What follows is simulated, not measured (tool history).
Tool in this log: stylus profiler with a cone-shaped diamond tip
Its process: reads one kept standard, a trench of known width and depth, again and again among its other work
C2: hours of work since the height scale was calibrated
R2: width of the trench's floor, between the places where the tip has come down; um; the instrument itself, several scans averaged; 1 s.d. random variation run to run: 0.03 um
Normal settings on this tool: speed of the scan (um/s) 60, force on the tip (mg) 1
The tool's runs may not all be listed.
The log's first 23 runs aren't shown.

{"run": 24, "hour": 2417.4, "speed of the scan (um/s)": 15, "force on the tip (mg)": 1.74, "scans with this tip": 14558, "C2": 367, "depth of the trench (Å)": 10106.6, "R2": 15.93}
{"run": 25, "hour": 2530.6, "speed of the scan (um/s)": 120, "force on the tip (mg)": 1.44, "scans with this tip": 14938, "C2": 435, "depth of the trench (Å)": 10096.6, "R2": 15.57}
{"run": 26, "hour": 2593.3, "speed of the scan (um/s)": 60, "force on the tip (mg)": 0.44, "scans with this tip": 15149, "C2": 473, "depth of the trench (Å)": 10041.6, "R2": 15.54}
{"run": 27, "hour": 2677.3, "speed of the scan (um/s)": 15, "force on the tip (mg)": 0.73, "scans with this tip": 15431, "C2": 523, "depth of the trench (Å)": 10058.9, "R2": 15.86}
{"run": 28, "hour": 2756.4, "speed of the scan (um/s)": 15, "force on the tip (mg)": 2.38, "scans with this tip": 15697, "C2": 571, "depth of the trench (Å)": 10128.1, "R2": 15.91}
{"run": 29, "hour": 2877.6, "speed of the scan (um/s)": 208, "force on the tip (mg)": 1.7, "scans with this tip": 16104, "C2": 644, "depth of the trench (Å)": 10103.5, "R2": 15.29}
{"run": 30, "hour": 2949.6, "speed of the scan (um/s)": 208, "force on the tip (mg)": 1.7, "scans with this tip": 16346, "C2": 687, "depth of the trench (Å)": 10104.3, "R2": 15.34}
{"run": 31, "hour": 3066.6, "speed of the scan (um/s)": 240, "force on the tip (mg)": 2.66, "scans with this tip": 16739, "C2": 757, "depth of the trench (Å)": 10143.2, "R2": 15.36}
{"run": 32, "hour": 3134.7, "speed of the scan (um/s)": 240, "force on the tip (mg)": 2.66, "scans with this tip": 16968, "C2": 798, "depth of the trench (Å)": 10142.1, "R2": 15.34}
{"run": 33, "hour": 3266.7, "speed of the scan (um/s)": 195, "force on the tip (mg)": 1.26, "scans with this tip": 17412, "C2": 877, "depth of the trench (Å)": 10086.2, "R2": 15.29}
{"run": 34, "hour": 3401.5, "speed of the scan (um/s)": 78, "force on the tip (mg)": 0.8, "scans with this tip": 17865, "C2": 958, "depth of the trench (Å)": 10062.7, "R2": 15.61}
{"run": 35, "hour": 3458.6, "speed of the scan (um/s)": 44, "force on the tip (mg)": 2.16, "scans with this tip": 18057, "C2": 993, "depth of the trench (Å)": 10122.5, "R2": 15.87}
{"run": 36, "hour": 3527.5, "speed of the scan (um/s)": 44, "force on the tip (mg)": 2.16, "scans with this tip": 18288, "C2": 1034, "depth of the trench (Å)": 10126.2, "R2": 15.85}
{"run": 37, "hour": 3649.9, "speed of the scan (um/s)": 15, "force on the tip (mg)": 0.54, "scans with this tip": 18699, "C2": 1108, "depth of the trench (Å)": 10051.3, "R2": 15.89}
{"run": 38, "hour": 3744.4, "speed of the scan (um/s)": 18, "force on the tip (mg)": 1.06, "scans with this tip": 19017, "C2": 1164, "depth of the trench (Å)": 10080.1, "R2": 15.89}
{"run": 39, "hour": 3867.6, "speed of the scan (um/s)": 38, "force on the tip (mg)": 0.68, "scans with this tip": 19431, "C2": 1239, "depth of the trench (Å)": 10057, "R2": 15.78}
{"run": 40, "hour": 3934.3, "speed of the scan (um/s)": 38, "force on the tip (mg)": 0.68, "scans with this tip": 19655, "C2": 1279, "depth of the trench (Å)": 10058.9, "R2": 15.8}
{"run": 41, "hour": 4008.1, "speed of the scan (um/s)": 159, "force on the tip (mg)": 0.68, "scans with this tip": 19903, "C2": 1323, "depth of the trench (Å)": 10054.8, "R2": 15.12}
{"run": 42, "hour": 4125.7, "speed of the scan (um/s)": 22, "force on the tip (mg)": 1.17, "scans with this tip": 20298, "C2": 1394, "depth of the trench (Å)": 10079.4, "R2": 15.92}
{"run": 43, "hour": 4216.5, "speed of the scan (um/s)": 22, "force on the tip (mg)": 1.35, "scans with this tip": 20603, "C2": 1448, "depth of the trench (Å)": 10087.4, "R2": 15.89}

Branching from run 43: 5 alternative next runs. What would each branch give?
{"run": "A", "hour": 4274.6, "speed of the scan (um/s)": 112, "force on the tip (mg)": 0.85, "scans with this tip": 20798, "C2": 1483, "depth of the trench (Å)": "?", "R2": "?"}
{"run": "B", "hour": 4274.6, "speed of the scan (um/s)": 35, "force on the tip (mg)": 0.95, "scans with this tip": 20798, "C2": 1483, "depth of the trench (Å)": "?", "R2": "?"}
{"run": "C", "hour": 4274.6, "speed of the scan (um/s)": 15, "force on the tip (mg)": 2.79, "scans with this tip": 20798, "C2": 1483, "depth of the trench (Å)": "?", "R2": "?"}
{"run": "D", "hour": 4274.6, "speed of the scan (um/s)": 22, "force on the tip (mg)": 0.75, "scans with this tip": 20798, "C2": 1483, "depth of the trench (Å)": "?", "R2": "?"}
{"run": "E", "hour": 4274.6, "speed of the scan (um/s)": 92, "force on the tip (mg)": 0.43, "scans with this tip": 20798, "C2": 1483, "depth of the trench (Å)": "?", "R2": "?"}

run=A depth_of_the_trench_(Å)=10069.3 R2=15.45
run=B depth_of_the_trench_(Å)=10074.4 R2=15.82
run=C depth_of_the_trench_(Å)=10146 R2=15.96
run=D depth_of_the_trench_(Å)=10059.2 R2=15.87
run=E depth_of_the_trench_(Å)=10044.6 R2=15.33
Without the tool's unlogged condition, the same runs would have read:
run=A depth_of_the_trench_(Å)=10068.9 R2=15.47
run=B depth_of_the_trench_(Å)=10074 R2=15.84
run=C depth_of_the_trench_(Å)=10145.5 R2=15.98
run=D depth_of_the_trench_(Å)=10058.7 R2=15.89
run=E depth_of_the_trench_(Å)=10044.2 R2=15.35
